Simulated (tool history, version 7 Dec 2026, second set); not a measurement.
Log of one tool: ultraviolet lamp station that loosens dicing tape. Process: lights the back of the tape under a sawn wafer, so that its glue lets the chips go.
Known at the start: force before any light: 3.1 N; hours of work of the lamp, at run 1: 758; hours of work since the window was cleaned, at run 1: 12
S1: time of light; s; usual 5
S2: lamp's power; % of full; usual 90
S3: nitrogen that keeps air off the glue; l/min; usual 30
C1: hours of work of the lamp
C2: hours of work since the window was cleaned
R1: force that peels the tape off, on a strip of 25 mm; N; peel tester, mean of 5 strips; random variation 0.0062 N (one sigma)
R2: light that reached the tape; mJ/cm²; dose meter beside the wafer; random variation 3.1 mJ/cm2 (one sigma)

{"run": 1, "hour": 0.0, "S1": 5, "S2": 90, "S3": 30, "C1": 758, "C2": 12, "R1": 0.318, "R2": 336}
{"run": 2, "hour": 19.7, "S1": 5, "S2": 90, "S3": 30, "C1": 771, "C2": 25, "R1": 0.327, "R2": 331}
{"run": 3, "hour": 56.7, "S1": 5, "S2": 90, "S3": 30, "C1": 795, "C2": 50, "R1": 0.338, "R2": 325}
{"run": 4, "hour": 88.1, "S1": 3, "S2": 90, "S3": 30, "C1": 816, "C2": 71, "R1": 0.748, "R2": 194}
{"run": 5, "hour": 107.5, "S1": 3, "S2": 90, "S3": 30, "C1": 829, "C2": 84, "R1": 0.802, "R2": 192}
{"run": 6, "hour": 147.2, "S1": 5, "S2": 90, "S3": 30, "C1": 855, "C2": 110, "R1": 0.371, "R2": 309}
{"run": 7, "hour": 166.7, "S1": 5, "S2": 90, "S3": 30, "C1": 868, "C2": 123, "R1": 0.362, "R2": 306}
{"run": 8, "hour": 186.7, "S1": 5, "S2": 90, "S3": 30, "C1": 882, "C2": 136, "R1": 0.379, "R2": 308}
{"run": 9, "hour": 228.9, "S1": 5, "S2": 90, "S3": 30, "C1": 910, "C2": 164, "R1": 0.389, "R2": 297}
{"run": 10, "hour": 250.6, "S1": 5, "S2": 90, "S3": 30, "C1": 924, "C2": 179, "R1": 0.413, "R2": 295}
{"run": 11, "hour": 289.0, "S1": 5, "S2": 90, "S3": 30, "C1": 950, "C2": 204, "R1": 0.42, "R2": 287}
{"run": 12, "hour": 333.3, "S1": 5, "S2": 90, "S3": 30, "C1": 979, "C2": 234, "R1": 0.445, "R2": 278}
{"run": 13, "hour": 364.5, "S1": 5, "S2": 90, "S3": 30, "C1": 1000, "C2": 254, "R1": 0.455, "R2": 274}
{"run": 14, "hour": 393.6, "S1": 5, "S2": 90, "S3": 30, "C1": 1019, "C2": 274, "R1": 0.475, "R2": 273}
{"hour": 426.0, "done": "lamp changed"}
{"run": 15, "hour": 431.6, "S1": 5, "S2": 90, "S3": 9, "C1": 4, "C2": 298, "R1": 0.447, "R2": 431}
{"run": 16, "hour": 464.4, "S1": 9, "S2": 90, "S3": 30, "C1": 26, "C2": 320, "R1": 0.125, "R2": 772}
{"hour": 490.7, "done": "window cleaned of glue's vapour"}
{"run": 17, "hour": 503.1, "S1": 9, "S2": 90, "S3": 9, "C1": 51, "C2": 8, "R1": 0.164, "R2": 824}
{"run": 18, "hour": 542.3, "S1": 5, "S2": 77, "S3": 30, "C1": 77, "C2": 34, "R1": 0.25, "R2": 387}
{"run": 19, "hour": 583.3, "S1": 4, "S2": 77, "S3": 30, "C1": 104, "C2": 62, "R1": 0.376, "R2": 307}
{"run": 20, "hour": 608.5, "S1": 4, "S2": 77, "S3": 30, "C1": 121, "C2": 78, "R1": 0.372, "R2": 298}
{"run": 21, "hour": 641.1, "S1": 7, "S2": 77, "S3": 56, "C1": 143, "C2": 100, "R1": 0.135, "R2": 522}
{"run": 22, "hour": 672.7, "S1": 7, "S2": 77, "S3": 56, "C1": 164, "C2": 121, "R1": 0.14, "R2": 513}
{"run": 23, "hour": 713.0, "S1": 4, "S2": 84, "S3": 40, "C1": 190, "C2": 148, "R1": 0.312, "R2": 317}
{"run": 24, "hour": 756.6, "S1": 3, "S2": 66, "S3": 33, "C1": 219, "C2": 177, "R1": 0.766, "R2": 182}
{"run": 25, "hour": 782.4, "S1": 3, "S2": 63, "S3": 30, "C1": 236, "C2": 194, "R1": 0.903, "R2": 171}
{"run": 26, "hour": 822.2, "S1": 3, "S2": 63, "S3": 30, "C1": 263, "C2": 220, "R1": 0.912, "R2": 171}
{"run": 27, "hour": 856.4, "S1": 7, "S2": 81, "S3": 30, "C1": 286, "C2": 243, "R1": 0.176, "R2": 493}
{"run": 28, "hour": 900.9, "S1": 6, "S2": 90, "S3": 24, "C1": 315, "C2": 272, "R1": 0.21, "R2": 460}
{"run": 29, "hour": 932.2, "S1": 6, "S2": 90, "S3": 24, "C1": 336, "C2": 293, "R1": 0.221, "R2": 456}
{"run": 30, "hour": 957.8, "S1": 5, "S2": 78, "S3": 13, "C1": 353, "C2": 310, "R1": 0.589, "R2": 325}
{"run": 31, "hour": 991.8, "S1": 4, "S2": 89, "S3": 11, "C1": 376, "C2": 333, "R1": 0.743, "R2": 299}
{"hour": 996.3, "done": "window cleaned of glue's vapour"}
{"run": 32, "hour": 1036.0, "S1": 2, "S2": 71, "S3": 29, "C1": 405, "C2": 26, "R1": 1.268, "R2": 128}
{"run": 33, "hour": 1066.7, "S1": 2, "S2": 71, "S3": 29, "C1": 425, "C2": 47, "R1": 1.222, "R2": 127}
{"run": 34, "hour": 1086.8, "S1": 2, "S2": 71, "S3": 29, "C1": 438, "C2": 60, "R1": 1.288, "R2": 119}
{"run": 35, "hour": 1112.4, "S1": 6, "S2": 83, "S3": 29, "C1": 455, "C2": 77, "R1": 0.218, "R2": 423}

Hidden state or all else? Some run-to-run changes of R1, split into what the settings, what came in and random variation would give without the hidden state, and what is left for the hidden state (with any gauge scatter that isn't in both results):
The hidden state here: lamp's light, % of a new lamp's; light that the window lets through, % of a clean one's; drift of the gauge itself on peel_n, %; drift of the gauge itself on dose_mj_cm2, %.
Run 3 -> 4: S1 5 -> 3. R1 +0.410 N: hidden state +0.188, all else +0.222.
Run 5 -> 6: S1 3 -> 5. R1 -0.431 N: hidden state -0.180, all else -0.251.
Run 14 -> 15: S3 30 -> 9, lamp changed. R1 -0.028 N: hidden state -0.224, all else +0.196.
Run 26 -> 27: S1 3 -> 7, S2 63 -> 81. R1 -0.736 N: hidden state -0.152, all else -0.584.
Run 31 -> 32: S1 4 -> 2, S2 89 -> 71, S3 11 -> 29, window cleaned of glue's vapour. R1 +0.525 N: hidden state -0.022, all else +0.547.
Run 34 -> 35: S1 2 -> 6, S2 71 -> 83. R1 -1.070 N: hidden state -0.176, all else -0.894.
